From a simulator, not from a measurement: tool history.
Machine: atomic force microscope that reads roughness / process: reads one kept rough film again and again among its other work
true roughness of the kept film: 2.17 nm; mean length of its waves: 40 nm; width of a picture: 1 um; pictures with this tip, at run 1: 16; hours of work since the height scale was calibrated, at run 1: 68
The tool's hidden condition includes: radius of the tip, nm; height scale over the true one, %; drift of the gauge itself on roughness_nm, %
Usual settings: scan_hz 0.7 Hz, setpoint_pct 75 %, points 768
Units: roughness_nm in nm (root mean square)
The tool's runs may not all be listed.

run   hour  scan_hz  setpoint_pct  points  pictures with this tip  hours of work since the height scale was calibrated  roughness_nm
  1      0      0.7            75     768                      16                                                   68         2.043
  2    9.5      0.7            75     768                      28                                                   75         2.013
  3   26.1    0.507            75     768                      49                                                   88          1.98
  4     45    0.507            75     768                      72                                                  103         1.955
        49  -- new tip fitted
  5   66.1      0.7            75     768                      21                                                  119         2.006
  6   84.5      0.7            75     768                      44                                                  134         1.985
  7  100.1      0.7            75     296                      64                                                  146         1.924
     110.9  -- new tip fitted
  8  117.7      0.7            75     296                       9                                                  160         2.028
  9    127    3.579            75     296                      21                                                  167           1.8
 10  138.6    2.848            75     296                      35                                                  176         1.809
 11  157.3    2.848            75     296                      59                                                  191         1.766
 12  169.3      0.7            85     768                      74                                                  200          1.88
     172.7  -- new tip fitted
 13  188.5      0.7            75     748                      20                                                  215         2.008
 14  205.7      0.7            75     748                      41                                                  229          1.96
 15  221.8      0.7            75     768                      62                                                  241         1.933
     234.7  -- new tip fitted
 16  243.4      0.7            75     768                      11                                                  258         2.027
 17  254.9      0.7            75     380                      26                                                  267          1.99
 18  277.1      0.7            75     567                      53                                                  285         1.942
 19  288.7      0.7            75     567                      68                                                  294         1.931
     297.1  -- new tip fitted
 20    309      0.7            72     567                      15                                                  309         2.016
 21    327      0.7            72     567                      37                                                  324         1.975
 22  338.8      0.7            72     567                      52                                                  333         1.952
 23    351      0.7            72     567                      67                                                  343         1.925
     359.8  -- new tip fitted
 24  372.5      0.7            72     819                      15                                                  359         2.013
 25  390.6      0.7            75     768                      38                                                  373         1.982
 26  402.1      0.7            75     347                      53                                                  382         1.933
 27  415.8    0.578            61     843                      70                                                  393         1.941
     422.4  -- new tip fitted
 28  435.3    0.861            88     768                      17                                                  408          1.93
 29  448.8    0.861            88     768                      33                                                  419         1.918
 30  462.5    1.249            77     768                      51                                                  430         1.897
 31  472.8      0.7            90     692                      64                                                  438         1.864
     483.2  -- new tip fitted
 32  491.2      0.7            90     692                      10                                                  452         1.971
 33    508      0.7            85     683                      31                                                  465          1.94
 34  525.2    0.515            89     308                      52                                                  479           1.9
 35  543.6    0.515            73     428                      75                                                  493         1.908
     545.8  -- new tip fitted
 36  555.3    1.653            73     712                      12                                                  502         1.973
 37  577.3    1.653            73     712                      39                                                  520           1.9
 38  593.1    1.653            73     712                      59                                                  532         1.876
     607.1  -- new tip fitted
 39    608    1.653            73     712                       1                                                  543         1.971
 40  622.7    1.653            85     257                      19                                                  555         1.833
 41  635.7    1.653            85     257                      36                                                  565         1.809
 42  656.1      0.7            62     557                      61                                                  581          1.97
     669.4  -- new tip fitted
 43  676.3      0.7            59     557                       9                                                  597         2.058
 44  693.3      0.7            59     557                      30                                                  610         2.028
 45  710.3    0.752            57     710                      51                                                  624         1.988
     730.7  -- new tip fitted
 46  733.5    0.752            57     710                       4                                                  642         2.072
 47  743.5    1.655            57     597                      16                                                  649         2.022
 48  765.8    1.655            57     597                      44                                                  667         1.984
 49  785.6    1.655            57     597                      69                                                  683          1.94
     792.6  -- new tip fitted
 50  796.9    1.171            55     502                       6                                                  691         2.068
 51  810.5      0.7            82     418                      23                                                  702         1.979
 52  829.3      0.7            82     423                      46                                                  717          1.93

Branching from run 52: 4 alternative next runs. What would each branch give?
  A  840.4      0.7            58     503                      60                                                  725             ?
  B  840.4    2.156            57     423                      60                                                  725             ?
  C  840.4    2.981            86     997                      60                                                  725             ?
  D  840.4      0.7            66     784                      60                                                  725             ?

run  roughness_nm
  A         1.948
  B         1.909
  C         1.625
  D         1.955
Take away the tool's hidden state, keep each run's random variation, and the runs would have read:
run  roughness_nm
  A         2.074
  B         2.033
  C          1.73
  D         2.081

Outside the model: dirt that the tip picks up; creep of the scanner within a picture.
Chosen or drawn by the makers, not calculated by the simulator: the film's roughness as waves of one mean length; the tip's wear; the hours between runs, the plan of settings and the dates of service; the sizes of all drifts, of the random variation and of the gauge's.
